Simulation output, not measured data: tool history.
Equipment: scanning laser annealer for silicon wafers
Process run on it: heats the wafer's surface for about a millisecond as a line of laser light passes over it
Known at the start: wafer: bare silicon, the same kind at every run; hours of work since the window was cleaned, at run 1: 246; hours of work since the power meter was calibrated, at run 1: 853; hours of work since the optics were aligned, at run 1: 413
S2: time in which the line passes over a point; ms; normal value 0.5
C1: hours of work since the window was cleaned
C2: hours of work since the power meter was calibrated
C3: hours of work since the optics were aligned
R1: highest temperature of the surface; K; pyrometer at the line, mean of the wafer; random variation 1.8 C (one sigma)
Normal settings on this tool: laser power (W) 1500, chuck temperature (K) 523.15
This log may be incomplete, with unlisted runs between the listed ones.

run 1 hour=0 | laser_power_(W)=1500 S2=0.5 chuck_temperature_(K)=523.15 | C1=246 C2=853 C3=413 | R1=1219.15
run 2 hour=47.7 | laser_power_(W)=1500 S2=0.5 chuck_temperature_(K)=484.15 | C1=267 C2=873 C3=434 | R1=1181.15
run 3 hour=87.2 | laser_power_(W)=1500 S2=0.5 chuck_temperature_(K)=484.15 | C1=284 C2=891 C3=452 | R1=1179.15
run 4 hour=129.2 | laser_power_(W)=1500 S2=0.5 chuck_temperature_(K)=484.15 | C1=302 C2=909 C3=470 | R1=1178.15
run 5 hour=193.4 | laser_power_(W)=1500 S2=0.5 chuck_temperature_(K)=484.15 | C1=331 C2=937 C3=498 | R1=1173.15
run 6 hour=265.6 | laser_power_(W)=1500 S2=0.482 chuck_temperature_(K)=523.15 | C1=362 C2=969 C3=530 | R1=1199.15
run 7 hour=326.8 | laser_power_(W)=1500 S2=0.5 chuck_temperature_(K)=523.15 | C1=389 C2=996 C3=557 | R1=1212.15
run 8 hour=384.9 | laser_power_(W)=1500 S2=0.5 chuck_temperature_(K)=523.15 | C1=415 C2=1021 C3=582 | R1=1210.15
run 9 hour=439 | laser_power_(W)=1500 S2=0.415 chuck_temperature_(K)=523.15 | C1=438 C2=1045 C3=606 | R1=1154.15
run 10 hour=505.4 | laser_power_(W)=1500 S2=0.5 chuck_temperature_(K)=523.15 | C1=467 C2=1074 C3=635 | R1=1205.15
run 11 hour=538.1 | laser_power_(W)=1500 S2=0.5 chuck_temperature_(K)=523.15 | C1=482 C2=1089 C3=649 | R1=1203.15
run 12 hour=573.8 | laser_power_(W)=1500 S2=0.5 chuck_temperature_(K)=523.15 | C1=498 C2=1104 C3=665 | R1=1206.15
run 13 hour=616.3 | laser_power_(W)=1500 S2=0.5 chuck_temperature_(K)=523.15 | C1=516 C2=1123 C3=684 | R1=1204.15
run 14 hour=651.3 | laser_power_(W)=1500 S2=0.5 chuck_temperature_(K)=523.15 | C1=531 C2=1138 C3=699 | R1=1203.15
run 15 hour=711.2 | laser_power_(W)=1590 S2=0.5 chuck_temperature_(K)=523.15 | C1=558 C2=1165 C3=725 | R1=1243.15
run 16 hour=778.6 | laser_power_(W)=1590 S2=0.5 chuck_temperature_(K)=537.15 | C1=587 C2=1194 C3=755 | R1=1252.15
run 17 hour=851.8 | laser_power_(W)=1590 S2=0.5 chuck_temperature_(K)=537.15 | C1=619 C2=1226 C3=787 | R1=1250.15
run 18 hour=921.2 | laser_power_(W)=1500 S2=0.5 chuck_temperature_(K)=523.15 | C1=650 C2=1257 C3=818 | R1=1197.15
run 19 hour=970.4 | laser_power_(W)=1500 S2=0.5 chuck_temperature_(K)=523.15 | C1=672 C2=1278 C3=839 | R1=1194.15
run 20 hour=1015.9 | laser_power_(W)=1500 S2=0.5 chuck_temperature_(K)=523.15 | C1=691 C2=1298 C3=859 | R1=1191.15
run 21 hour=1049.8 | laser_power_(W)=1500 S2=0.5 chuck_temperature_(K)=523.15 | C1=706 C2=1313 C3=874 | R1=1195.15
run 22 hour=1101.5 | laser_power_(W)=1328 S2=0.5 chuck_temperature_(K)=518.15 | C1=729 C2=1336 C3=897 | R1=1114.15
run 23 hour=1140.4 | laser_power_(W)=1328 S2=0.5 chuck_temperature_(K)=518.15 | C1=746 C2=1353 C3=914 | R1=1111.15
run 24 hour=1207.7 | laser_power_(W)=1404 S2=0.5 chuck_temperature_(K)=513.15 | C1=776 C2=1382 C3=943 | R1=1139.15
run 25 hour=1269.9 | laser_power_(W)=1404 S2=0.5 chuck_temperature_(K)=513.15 | C1=803 C2=1410 C3=971 | R1=1139.15
run 26 hour=1333.2 | laser_power_(W)=1511 S2=0.498 chuck_temperature_(K)=484.15 | C1=831 C2=1438 C3=998 | R1=1152.15
-- hour=1383 window over the wafer cleaned
run 27 hour=1397.1 | laser_power_(W)=1461 S2=0.614 chuck_temperature_(K)=523.15 | C1=6 C2=1465 C3=1026 | R1=1222.15
run 28 hour=1456.7 | laser_power_(W)=1297 S2=0.476 chuck_temperature_(K)=490.15 | C1=32 C2=1491 C3=1052 | R1=1045.15
run 29 hour=1502.5 | laser_power_(W)=1297 S2=0.401 chuck_temperature_(K)=502.15 | C1=52 C2=1511 C3=1072 | R1=1015.15
run 30 hour=1549.1 | laser_power_(W)=1500 S2=0.39 chuck_temperature_(K)=523.15 | C1=73 C2=1531 C3=1092 | R1=1104.15
run 31 hour=1599.7 | laser_power_(W)=1500 S2=0.39 chuck_temperature_(K)=523.15 | C1=95 C2=1554 C3=1114 | R1=1102.15
run 32 hour=1645.2 | laser_power_(W)=1356 S2=0.366 chuck_temperature_(K)=547.15 | C1=115 C2=1574 C3=1134 | R1=1059.15
run 33 hour=1698.9 | laser_power_(W)=1439 S2=0.366 chuck_temperature_(K)=557.15 | C1=139 C2=1597 C3=1158 | R1=1096.15
run 34 hour=1770.4 | laser_power_(W)=1500 S2=0.469 chuck_temperature_(K)=523.15 | C1=170 C2=1629 C3=1189 | R1=1149.15
-- hour=1802.5 window over the wafer cleaned, once more
run 35 hour=1807.9 | laser_power_(W)=1469 S2=0.397 chuck_temperature_(K)=523.15 | C1=2 C2=1644 C3=1205 | R1=1132.15
run 36 hour=1853.6 | laser_power_(W)=1577 S2=0.484 chuck_temperature_(K)=485.15 | C1=22 C2=1664 C3=1225 | R1=1202.15
run 37 hour=1912.7 | laser_power_(W)=1577 S2=0.484 chuck_temperature_(K)=485.15 | C1=48 C2=1690 C3=1251 | R1=1197.15
run 38 hour=1944.2 | laser_power_(W)=1587 S2=0.433 chuck_temperature_(K)=562.15 | C1=62 C2=1704 C3=1265 | R1=1243.15
run 39 hour=1999 | laser_power_(W)=1500 S2=0.407 chuck_temperature_(K)=561.15 | C1=86 C2=1728 C3=1289 | R1=1183.15
run 40 hour=2039.5 | laser_power_(W)=1392 S2=0.459 chuck_temperature_(K)=541.15 | C1=104 C2=1746 C3=1306 | R1=1156.15
run 41 hour=2086.3 | laser_power_(W)=1392 S2=0.459 chuck_temperature_(K)=541.15 | C1=125 C2=1766 C3=1327 | R1=1155.15

Forecast each of these 3 alternatives for the next run:
run A hour=2121.2 | laser_power_(W)=1344 S2=0.518 chuck_temperature_(K)=547.15 | C1=140 C2=1782 C3=1342 | R1=?
run B hour=2121.2 | laser_power_(W)=1589 S2=0.53 chuck_temperature_(K)=550.15 | C1=140 C2=1782 C3=1342 | R1=?
run C hour=2121.2 | laser_power_(W)=1555 S2=0.363 chuck_temperature_(K)=552.15 | C1=140 C2=1782 C3=1342 | R1=?

run=A R1=1172.15
run=B R1=1290.15
run=C R1=1164.15
Had the tool no hidden state, the same runs would have come out as:
run=A R1=1204.15
run=B R1=1327.15
run=C R1=1195.15
